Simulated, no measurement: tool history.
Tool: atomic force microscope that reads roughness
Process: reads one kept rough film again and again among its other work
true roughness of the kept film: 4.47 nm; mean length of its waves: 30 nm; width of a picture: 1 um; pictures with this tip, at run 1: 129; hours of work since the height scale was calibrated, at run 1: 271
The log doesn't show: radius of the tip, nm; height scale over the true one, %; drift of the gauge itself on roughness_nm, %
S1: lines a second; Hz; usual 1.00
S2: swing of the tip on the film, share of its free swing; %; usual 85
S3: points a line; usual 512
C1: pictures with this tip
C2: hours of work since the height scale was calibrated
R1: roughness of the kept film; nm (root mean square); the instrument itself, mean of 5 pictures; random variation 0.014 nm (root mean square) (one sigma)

run	hour	S1	S2	S3	C1	C2	R1
1	0.0	1.00	85	512	129	271	2.800
2	24.1	1.00	85	512	161	282	2.697
3	58.6	1.00	85	512	207	297	2.612
4	88.4	1.00	85	512	248	311	2.507
5	110.3	1.00	85	512	277	321	2.460
6	144.8	1.00	85	437	323	337	2.358
# hour 164.6: new tip fitted
7	176.1	0.76	85	512	16	351	3.281
8	213.2	1.00	85	512	66	368	3.019
9	235.4	1.00	85	512	96	378	2.919
10	266.4	1.00	85	512	138	392	2.808
11	293.3	1.00	85	512	174	404	2.715
12	314.7	1.00	85	512	202	414	2.645
13	351.5	1.00	85	512	252	431	2.533
14	378.0	1.00	85	512	288	443	2.429
15	403.7	1.00	85	512	322	455	2.381
# hour 424.4: new tip fitted
16	425.4	1.00	67	512	1	465	3.458
17	465.3	1.00	67	512	55	483	3.253
18	491.7	1.00	67	512	90	495	3.144
19	514.9	1.00	67	512	121	505	3.029
20	535.9	1.00	85	512	150	515	2.759
21	564.7	1.00	85	512	188	528	2.641
22	596.7	3.04	61	535	231	543	2.599
23	622.0	3.04	61	535	265	554	2.511
24	662.5	0.83	63	410	320	573	2.599
# hour 685.4: new tip fitted
25	691.9	3.43	60	400	9	586	3.282
26	725.0	1.03	62	349	53	601	3.310
27	757.4	3.00	60	797	97	616	3.003
28	796.1	3.00	60	797	149	634	2.870
29	831.6	3.00	60	797	197	650	2.720
30	857.9	2.88	68	797	232	662	2.496
31	882.7	0.82	89	265	266	673	2.459
32	924.4	1.00	62	677	322	692	2.582
# hour 946.5: new tip fitted
33	946.5	1.00	62	677	0	702	3.538
34	982.3	1.76	78	591	48	719	3.021
35	1001.8	1.76	78	591	74	728	2.932
36	1037.8	1.51	56	641	123	744	3.118
37	1062.3	1.64	56	673	156	755	3.004
38	1103.4	1.68	58	607	211	774	2.831
39	1132.2	1.56	75	360	250	787	2.539
40	1166.1	3.23	71	415	295	803	2.274
41	1202.1	3.23	71	415	344	819	2.190
# hour 1206.8: new tip fitted
42	1243.8	0.98	63	346	49	838	3.315

Hidden state or all else? Some run-to-run changes of R1, split into what the settings, what came in and random variation would give without the hidden state, and what is left for the hidden state (with any gauge scatter that isn't in both results):
Run 15 -> 16: S2 85 -> 67, new tip fitted. R1 +1.077 nm (root mean square): hidden state +0.825, all else +0.252.
Run 24 -> 25: S1 0.83 -> 3.43, S2 63 -> 60, S3 410 -> 400, new tip fitted. R1 +0.683 nm (root mean square): hidden state +0.960, all else -0.277.
Run 32 -> 33: new tip fitted. R1 +0.956 nm (root mean square): hidden state +0.964, all else -0.008.
Run 41 -> 42: S1 3.23 -> 0.98, S2 71 -> 63, S3 415 -> 346, new tip fitted. R1 +1.125 nm (root mean square): hidden state +0.654, all else +0.471.
